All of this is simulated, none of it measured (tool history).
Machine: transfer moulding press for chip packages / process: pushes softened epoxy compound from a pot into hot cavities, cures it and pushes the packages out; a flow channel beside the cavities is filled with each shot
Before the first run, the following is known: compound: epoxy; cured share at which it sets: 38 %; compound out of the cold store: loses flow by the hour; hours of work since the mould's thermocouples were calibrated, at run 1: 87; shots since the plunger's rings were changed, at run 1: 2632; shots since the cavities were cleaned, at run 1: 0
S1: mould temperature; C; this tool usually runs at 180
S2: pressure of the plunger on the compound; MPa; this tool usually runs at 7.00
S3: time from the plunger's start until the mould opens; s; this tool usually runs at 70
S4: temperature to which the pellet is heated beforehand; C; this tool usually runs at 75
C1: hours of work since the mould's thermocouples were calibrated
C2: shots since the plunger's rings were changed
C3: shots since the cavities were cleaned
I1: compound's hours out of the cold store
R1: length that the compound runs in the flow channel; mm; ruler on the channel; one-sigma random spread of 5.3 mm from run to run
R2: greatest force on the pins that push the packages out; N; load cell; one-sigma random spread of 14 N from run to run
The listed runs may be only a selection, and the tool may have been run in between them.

Run 1, hour 0.0: usual settings; C1 87; C2 2632; C3 0; I1 32.5. Result: R1 838 mm, R2 631 N.
Run 2, hour 7.8: usual settings but S2 7.41 MPa; C1 93; C2 2791; C3 159; I1 41.0. Result: R1 828 mm, R2 800 N.
Run 3, hour 14.9: usual settings but S2 7.41 MPa; C1 99; C2 2936; C3 304; I1 37.9. Result: R1 833 mm, R2 892 N.
Run 4, hour 22.0: usual settings but S1 173 C; C1 104; C2 3079; C3 447; I1 30.6. Result: R1 876 mm, R2 1725 N.
Run 5, hour 28.3: usual settings but S4 82 C; C1 109; C2 3207; C3 575; I1 24.8. Result: R1 872 mm, R2 1055 N.
Run 6, hour 38.7: usual settings; C1 117; C2 3419; C3 787; I1 32.3. Result: R1 834 mm, R2 1125 N.
Run 7, hour 50.7: usual settings; C1 126; C2 3664; C3 1032; I1 31.3. Result: R1 840 mm, R2 1160 N.
At hour 53.6: cavities cleaned with cleaning compound and waxed.
Run 8, hour 58.2: usual settings; C1 131; C2 3785; C3 93; I1 19.4. Result: R1 891 mm, R2 1553 N.
At hour 69.6: plunger's sealing rings changed.
Run 9, hour 72.4: usual settings; C1 140; C2 57; C3 331; I1 24.9. Result: R1 879 mm, R2 1404 N.
Run 10, hour 79.1: usual settings; C1 145; C2 194; C3 468; I1 41.4. Result: R1 805 mm, R2 1326 N.
Run 11, hour 89.0: usual settings; C1 153; C2 395; C3 669; I1 29.0. Result: R1 865 mm, R2 1327 N.
Run 12, hour 100.9: usual settings; C1 162; C2 636; C3 910; I1 13.2. Result: R1 927 mm, R2 1365 N.
At hour 109.4: cavities cleaned with cleaning compound and waxed.
Run 13, hour 109.4: usual settings; C1 167; C2 779; C3 0; I1 35.5. Result: R1 840 mm, R2 597 N.
Run 14, hour 116.1: usual settings but S3 66 s; C1 172; C2 915; C3 136; I1 36.9. Result: R1 831 mm, R2 896 N.
At hour 121.2: cavities cleaned with cleaning compound and waxed, once more.
Run 15, hour 129.1: usual settings but S3 66 s; C1 181; C2 1149; C3 161; I1 44.4. Result: R1 797 mm, R2 841 N.
Run 16, hour 140.8: usual settings but S3 66 s; C1 190; C2 1388; C3 400; I1 24.3. Result: R1 874 mm, R2 1107 N.
Run 17, hour 146.2: usual settings but S2 7.01 MPa, S4 70 C; C1 194; C2 1496; C3 508; I1 38.0. Result: R1 819 mm, R2 1026 N.
Run 18, hour 153.6: usual settings but S2 8.67 MPa, S3 71 s, S4 74 C; C1 200; C2 1648; C3 660; I1 40.8. Result: R1 890 mm, R2 1017 N.
Run 19, hour 164.5: usual settings but S1 175 C, S2 5.99 MPa, S3 106 s; C1 209; C2 1870; C3 882; I1 21.6. Result: R1 842 mm, R2 800 N.
Run 20, hour 171.5: usual settings but S2 5.48 MPa, S3 51 s; C1 214; C2 2011; C3 1023; I1 11.1. Result: R1 824 mm, R2 2663 N.
At hour 174.1: cavities cleaned with cleaning compound and waxed.
Run 21, hour 180.9: usual settings but S1 185 C, S2 5.48 MPa, S3 51 s; C1 220; C2 2171; C3 137; I1 47.3. Result: R1 685 mm, R2 1016 N.
Run 22, hour 187.8: usual settings but S1 185 C, S2 7.99 MPa, S3 51 s, S4 81 C; C1 225; C2 2313; C3 279; I1 18.7. Result: R1 949 mm, R2 1332 N.
Run 23, hour 199.4: usual settings but S1 185 C, S2 7.99 MPa, S3 51 s, S4 81 C; C1 234; C2 2548; C3 514; I1 37.4. Result: R1 850 mm, R2 1369 N.
Run 24, hour 211.1: usual settings but S1 174 C; C1 243; C2 2786; C3 752; I1 38.0. Result: R1 832 mm, R2 1709 N.
Run 25, hour 220.7: usual settings but S2 6.49 MPa, S3 77 s; C1 251; C2 2981; C3 947; I1 14.6. Result: R1 870 mm, R2 969 N.
At hour 227.1: cavities cleaned with cleaning compound and waxed.
Run 26, hour 231.3: usual settings but S2 6.49 MPa, S3 77 s; C1 258; C2 3167; C3 87; I1 25.3. Result: R1 834 mm, R2 595 N.

Expected results for the next run?
Run 27, hour 243.3: usual settings but S1 176 C, S2 6.61 MPa; C1 267; C2 3411; C3 331; I1 30.0. Result: R1 ?, R2 ?.

R1: 828 mm
R2: 1203 N
The same run, on a tool lacking any hidden state, would have yielded R1 850 mm, R2 819 N.
